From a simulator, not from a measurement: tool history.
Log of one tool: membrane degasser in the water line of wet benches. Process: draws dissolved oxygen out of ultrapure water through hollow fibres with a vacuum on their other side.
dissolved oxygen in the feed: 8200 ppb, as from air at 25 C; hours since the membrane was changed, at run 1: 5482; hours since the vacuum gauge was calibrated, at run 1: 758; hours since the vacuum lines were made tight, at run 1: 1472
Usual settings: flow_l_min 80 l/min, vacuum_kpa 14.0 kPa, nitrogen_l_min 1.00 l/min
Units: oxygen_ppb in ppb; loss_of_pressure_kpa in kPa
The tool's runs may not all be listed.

| run | hour | flow_l_min | vacuum_kpa | nitrogen_l_min | hours since the membrane was changed | hours since the vacuum gauge was calibrated | hours since the vacuum lines were made tight | oxygen_ppb | loss_of_pressure_kpa |
|---|---|---|---|---|---|---|---|---|---|
| 1 | 0.0 | 80 | 14.0 | 1.00 | 5482 | 758 | 1472 | 1516.8 | 34.46 |
| 2 | 76.0 | 80 | 14.0 | 1.00 | 5558 | 834 | 1548 | 1514.1 | 34.61 |
| 3 | 160.1 | 80 | 14.0 | 1.00 | 5642 | 918 | 1632 | 1471.7 | 34.58 |
| 4 | 289.4 | 80 | 14.0 | 1.00 | 5772 | 1047 | 1761 | 1515.2 | 34.48 |
| 5 | 402.4 | 80 | 14.0 | 1.00 | 5885 | 1160 | 1874 | 1513.0 | 34.10 |
| 6 | 525.6 | 80 | 14.0 | 1.00 | 6008 | 1283 | 1997 | 1487.9 | 34.46 |
| 7 | 622.9 | 80 | 10.6 | 0.64 | 6105 | 1381 | 2095 | 1440.7 | 34.93 |
| 8 | 690.7 | 118 | 10.6 | 0.80 | 6173 | 1449 | 2163 | 1820.9 | 51.09 |
| 9 | 803.4 | 95 | 32.5 | 2.50 | 6286 | 1561 | 2275 | 2127.0 | 41.22 |
| 10 | 878.9 | 59 | 14.0 | 1.60 | 6361 | 1637 | 2351 | 879.4 | 25.76 |
| 11 | 966.6 | 59 | 14.0 | 1.60 | 6449 | 1724 | 2439 | 882.3 | 25.82 |
| 12 | 1053.2 | 102 | 12.1 | 1.09 | 6535 | 1811 | 2525 | 1612.7 | 44.40 |

Hidden state or all else? Some run-to-run changes of oxygen_ppb, split into what the settings, what came in and random variation would give without the hidden state, and what is left for the hidden state (with any gauge scatter that isn't in both results):
The hidden state here: membrane still open, %; true pressure behind the membrane over the reading, kPa; air that leaks in behind the membrane, l/min; drift of the gauge itself on oxygen_ppb, %; drift of the gauge itself on loss_of_pressure_kpa, %.
Run 9 -> 10: flow_l_min 95 -> 59, vacuum_kpa 32.5 -> 14.0, nitrogen_l_min 2.50 -> 1.60. oxygen_ppb -1247.6 ppb: hidden state -24.6, all else -1223.0.
Run 11 -> 12: flow_l_min 59 -> 102, vacuum_kpa 14.0 -> 12.1, nitrogen_l_min 1.60 -> 1.09. oxygen_ppb +730.4 ppb: hidden state +57.3, all else +673.1.

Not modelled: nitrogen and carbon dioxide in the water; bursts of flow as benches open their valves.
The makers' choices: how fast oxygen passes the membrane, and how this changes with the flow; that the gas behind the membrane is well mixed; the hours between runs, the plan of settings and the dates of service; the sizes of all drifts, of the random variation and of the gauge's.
